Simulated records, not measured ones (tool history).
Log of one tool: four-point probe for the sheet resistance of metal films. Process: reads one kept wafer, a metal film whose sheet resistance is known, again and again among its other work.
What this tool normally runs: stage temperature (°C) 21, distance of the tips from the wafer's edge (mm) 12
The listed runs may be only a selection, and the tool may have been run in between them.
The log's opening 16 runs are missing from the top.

run	hour	stage temperature (°C)	distance of the tips from the wafer's edge (mm)	touches since the probe head was changed	hours of work since the stage's thermometer was calibrated	sheet resistance as the instrument gives it (ohm/square)
17	323.3	29	12	64387	881	0.330428
18	346.3	29	12	65558	898	0.330452
19	365.1	34	35	66515	913	0.330127
20	380.7	34	35	67309	925	0.330160
21	395.8	34	15	68078	936	0.330725
22	407.3	26	35	68667	945	0.328559
23	418.2	20	5	69221	953	0.334171
24	443.6	20	5	70516	973	0.334006
25	467.4	21	7	71725	991	0.330721
26	489.9	34	24	72874	1008	0.329989
27	505.0	20	45	73644	1020	0.326955
# hour 524.9: new probe head fitted
28	525.8	25	27	43	1035	0.329240
29	552.6	21	4	1408	1055	0.338828
30	576.3	24	6	2615	1073	0.333590
31	600.5	19	22	3850	1092	0.327930
32	612.9	26	4	4480	1101	0.339617

Each row is a separate what-if for the run after 32, all from the same tool condition, not one after another. Results?
A	639.9	27	18	5858	1122	?
B	639.9	29	21	5858	1122	?
C	639.9	34	5	5858	1122	?
D	639.9	28	23	5858	1122	?
E	639.9	19	22	5858	1122	?

run	sheet resistance as the instrument gives it (ohm/square)
A	0.329538
B	0.329868
C	0.337305
D	0.329627
E	0.327857
Without the tool's hidden state the same runs would have given:
run	sheet resistance as the instrument gives it (ohm/square)
A	0.331408
B	0.331736
C	0.339203
D	0.331496
E	0.329733
